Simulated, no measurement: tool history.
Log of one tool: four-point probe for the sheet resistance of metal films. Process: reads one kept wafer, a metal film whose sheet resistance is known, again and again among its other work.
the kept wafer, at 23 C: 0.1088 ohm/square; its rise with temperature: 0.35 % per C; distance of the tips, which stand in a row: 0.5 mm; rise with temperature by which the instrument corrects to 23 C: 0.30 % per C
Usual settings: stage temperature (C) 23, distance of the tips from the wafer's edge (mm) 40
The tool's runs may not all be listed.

| run | day | stage temperature (C) | distance of the tips from the wafer's edge (mm) | sheet resistance as the instrument gives it (ohm/square) |
|---|---|---|---|---|
| 1 | 0.000 | 23 | 40 | 0.109382 |
| 2 | 2.646 | 23 | 40 | 0.109407 |
| 3 | 8.183 | 25 | 40 | 0.109540 |
| 4 | 10.971 | 25 | 40 | 0.109599 |
| 5 | 14.100 | 25 | 40 | 0.109626 |
| 6 | 17.642 | 25 | 40 | 0.109676 |
| 7 | 22.025 | 25 | 40 | 0.109726 |
| 8 | 26.629 | 23 | 40 | 0.109588 |
| 9 | 29.042 | 35 | 40 | 0.110338 |
| 10 | 33.675 | 35 | 40 | 0.110401 |
| 11 | 36.217 | 35 | 40 | 0.110409 |
| 12 | 38.700 | 35 | 40 | 0.110468 |
| 13 | 44.038 | 24 | 40 | 0.109842 |
| 14 | 47.325 | 30 | 4 | 0.111113 |
| 15 | 51.500 | 30 | 4 | 0.111201 |
| 16 | 56.521 | 30 | 4 | 0.111192 |
| 17 | 61.675 | 21 | 64 | 0.109791 |

Run 18 comes next. What will it give?
| 18 | 67.592 | 21 | 64 | ? |

Run 18 gave sheet resistance as the instrument gives it (ohm/square) 0.109878.
Without the tool's hidden state the same run would have given sheet resistance as the instrument gives it (ohm/square) 0.108689.
